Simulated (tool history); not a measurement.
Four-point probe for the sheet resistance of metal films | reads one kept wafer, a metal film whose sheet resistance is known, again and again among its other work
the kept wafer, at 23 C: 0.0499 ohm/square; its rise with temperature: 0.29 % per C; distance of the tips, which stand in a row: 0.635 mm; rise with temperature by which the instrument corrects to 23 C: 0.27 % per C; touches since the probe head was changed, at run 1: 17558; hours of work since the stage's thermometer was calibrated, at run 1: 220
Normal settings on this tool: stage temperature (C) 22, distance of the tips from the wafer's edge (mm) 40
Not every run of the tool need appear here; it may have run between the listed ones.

run,hour,stage temperature (C),distance of the tips from the wafer's edge (mm),touches since the probe head was changed,hours of work since the stage's thermometer was calibrated,sheet resistance as the instrument gives it (ohm/square)
1,0.0,22,40,17558,220,0.050406
2,14.2,22,46,17813,230,0.050415
3,44.4,22,46,18357,252,0.050425
4,75.2,22,46,18913,275,0.050412
5,102.9,22,46,19412,295,0.050415
6,121.8,22,46,19752,309,0.050419
7,142.5,22,40,20127,324,0.050433
8,162.0,22,40,20477,338,0.050422
9,187.8,22,40,20942,357,0.050438
10,211.3,20,15,21365,374,0.050450
11,227.0,20,15,21649,386,0.050454
12,244.4,20,15,21963,398,0.050479
# hour 247.8: stage's thermometer calibrated
13,259.8,24,12,22232,9,0.050532
14,290.0,30,22,22776,31,0.050533
# hour 304.4: stage's thermometer calibrated, once more
15,309.5,22,9,23118,4,0.050568
16,334.4,19,16,23568,22,0.050455
17,363.0,19,16,24083,43,0.050453
18,389.9,34,4,24568,62,0.051207

A few steps of sheet resistance as the instrument gives it (ohm/square) between consecutive runs. Split each: what settings, incoming material and random variation would produce without the hidden state, and what is left over for the hidden state, along with gauge scatter present in only one of the two compared results (measured, and without hidden state):
The hidden state here: inner tips' distance over the nominal, %; tips' flats over new ones', %; wafer's true temperature over the reading, C; drift of the gauge itself on sheet_ohm, %.
Run 14 -> 15: stage temperature (C) 30 -> 22, distance of the tips from the wafer's edge (mm) 22 -> 9, stage's thermometer calibrated, once more. sheet resistance as the instrument gives it (ohm/square) +0.000035: hidden state -0.000021, all else +0.000056.
Run 17 -> 18: stage temperature (C) 19 -> 34, distance of the tips from the wafer's edge (mm) 16 -> 4. sheet resistance as the instrument gives it (ohm/square) +0.000754: hidden state +0.000010, all else +0.000744.
